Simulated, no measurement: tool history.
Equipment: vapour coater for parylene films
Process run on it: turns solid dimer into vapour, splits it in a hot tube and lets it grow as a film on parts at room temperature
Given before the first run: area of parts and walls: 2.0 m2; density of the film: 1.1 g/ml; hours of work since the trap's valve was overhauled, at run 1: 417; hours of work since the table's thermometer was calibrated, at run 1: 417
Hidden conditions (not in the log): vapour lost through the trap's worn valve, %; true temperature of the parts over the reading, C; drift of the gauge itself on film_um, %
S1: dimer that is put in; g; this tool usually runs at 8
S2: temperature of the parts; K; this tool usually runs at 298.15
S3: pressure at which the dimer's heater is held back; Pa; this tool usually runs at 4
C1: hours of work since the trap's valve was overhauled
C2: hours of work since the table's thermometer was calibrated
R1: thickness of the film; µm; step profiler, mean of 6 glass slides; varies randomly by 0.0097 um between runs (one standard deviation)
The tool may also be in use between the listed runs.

run,hour,S1,S2,S3,C1,C2,R1
1,0,8,298.15,4,417,417,1.852
# hour 9.8: trap's valve overhauled
2,45.4,8,298.15,4,30,452,1.778
3,128.7,8,298.15,4,100,522,1.735
4,172.4,8,298.15,4,137,559,1.728
5,212.1,8,298.15,4,170,592,1.716
# hour 238.8: trap's valve overhauled, once more
6,285.9,8,294.15,4,40,651,2.22
7,335,8,294.15,4.06,81,692,2.183
8,399.7,8,294.15,4.06,135,747,2.169
9,465.1,3,304.15,4,190,802,0.629
10,507.4,8,298.15,9.2,226,837,1.689
11,579.8,8,308.15,11.33,287,898,1.201
12,633.8,11,310.15,3.02,332,944,1.967
13,706.1,6,295.15,3.08,393,1005,1.58
# hour 748: trap's valve overhauled
14,774.4,6,295.15,3.08,22,1059,1.689
15,830.7,6,295.15,3.08,70,1106,1.694
16,905.6,8,294.15,4.13,133,1169,2.166

Branching from run 16: 5 alternative next runs. What would each branch give?
A,950.5,9,298.15,4,170,1207,?
B,950.5,5,298.15,4,170,1207,?
C,950.5,9,298.15,10.26,170,1207,?
D,950.5,13,298.15,3.17,170,1207,?
E,950.5,6,304.15,6.47,170,1207,?

run,R1
A,2.186
B,1.206
C,1.881
D,3.279
E,1.143
Without the tool's unlogged condition, the same runs would have read:
run,R1
A,2.244
B,1.238
C,1.931
D,3.366
E,1.173
